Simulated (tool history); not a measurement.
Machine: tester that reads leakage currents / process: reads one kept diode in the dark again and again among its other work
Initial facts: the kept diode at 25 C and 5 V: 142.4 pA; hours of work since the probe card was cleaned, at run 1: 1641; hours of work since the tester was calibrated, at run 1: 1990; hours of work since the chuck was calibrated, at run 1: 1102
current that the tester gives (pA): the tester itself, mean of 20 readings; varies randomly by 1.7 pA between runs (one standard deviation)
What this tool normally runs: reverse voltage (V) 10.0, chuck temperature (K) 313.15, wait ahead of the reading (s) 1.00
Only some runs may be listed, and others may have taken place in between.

run	hour	reverse voltage (V)	chuck temperature (K)	wait ahead of the reading (s)	hours of work since the probe card was cleaned	hours of work since the tester was calibrated	hours of work since the chuck was calibrated	current that the tester gives (pA)
1	0.0	10.0	313.15	1.00	1641	1990	1102	534.59
2	32.1	10.0	313.15	1.00	1666	2015	1128	533.57
3	68.6	10.0	313.15	1.00	1695	2044	1157	532.15
4	95.5	10.0	313.15	1.00	1717	2066	1178	532.51
5	137.0	10.0	313.15	1.00	1750	2099	1211	532.80
# hour 170.3: chuck's temperature calibrated
6	170.4	10.0	313.15	1.00	1775	2124	0	565.85
7	226.9	10.0	313.15	1.00	1820	2169	45	565.60
8	277.5	10.0	313.15	1.00	1860	2209	85	563.65
9	329.1	10.0	313.15	1.00	1901	2250	126	561.20
10	363.3	13.8	313.15	1.00	1928	2277	153	649.10
11	397.6	6.1	313.15	1.00	1955	2304	181	443.61
12	442.0	6.1	313.15	1.00	1991	2340	216	440.25
13	491.7	10.0	313.15	1.00	2030	2379	256	557.66
14	518.9	10.0	313.15	1.00	2052	2401	277	557.74
15	566.9	10.0	313.15	1.00	2090	2439	315	554.93
16	608.4	10.0	313.15	7.05	2123	2472	348	552.96
17	641.2	10.0	313.15	7.05	2149	2498	375	551.82
18	691.7	10.0	313.15	7.05	2189	2538	415	552.52
19	720.0	10.7	313.15	1.00	2212	2561	437	574.03
20	747.9	10.7	313.15	1.00	2234	2583	459	571.98
21	773.4	2.7	313.15	7.01	2254	2603	480	297.25
22	799.4	3.8	313.15	6.36	2275	2624	500	349.18
23	838.3	3.8	313.15	3.96	2306	2655	531	350.93
24	889.9	3.8	313.15	4.11	2347	2696	572	347.99
25	950.8	10.0	313.15	3.54	2395	2745	621	550.60
26	983.0	10.0	312.15	9.57	2421	2770	646	512.77
27	1043.0	10.0	311.15	1.00	2469	2818	694	480.86
# hour 1095.7: tester calibrated
28	1105.2	3.2	325.15	8.25	2517	8	742	689.98
29	1153.2	1.2	296.15	5.93	2555	46	780	62.56
30	1189.3	1.1	299.15	1.85	2583	74	809	74.40
31	1216.3	1.1	299.15	1.85	2605	96	830	74.23
32	1272.4	4.0	299.15	1.85	2650	141	875	137.63
33	1319.4	4.0	299.15	1.85	2687	178	912	136.94
34	1367.1	2.0	312.15	1.00	2725	216	950	239.84
35	1404.4	3.6	313.15	1.53	2755	246	980	336.34
36	1434.8	1.2	301.15	1.53	2779	270	1004	88.53
37	1478.1	1.2	301.15	1.53	2813	304	1039	88.12
38	1539.4	1.4	325.15	3.38	2862	353	1087	462.28

Entry by entry between the runs, the difference in hidden state between the last listed run before and the first listed run after:
From run 5 to run 6: chuck's temperature calibrated (hour 170.3)
  stray current of the dirty probe card, pA a volt: 0.757 -> 0.768; current scale over the true one, %: -0.47 -> -0.48; true chuck temperature over the reading, C: -0.88 -> 0
  difference, measured minus the result without the unlogged condition, current that the tester gives (pA): -26.67 -> +4.81
From run 27 to run 28: tester calibrated (hour 1095.7)
  stray current of the dirty probe card, pA a volt: 1.063 -> 1.083; current scale over the true one, %: -0.6 -> 0.05; true chuck temperature over the reading, C: -0.49 -> -0.52
  difference, measured minus the result without the unlogged condition, current that the tester gives (pA): -8.22 -> -18.66
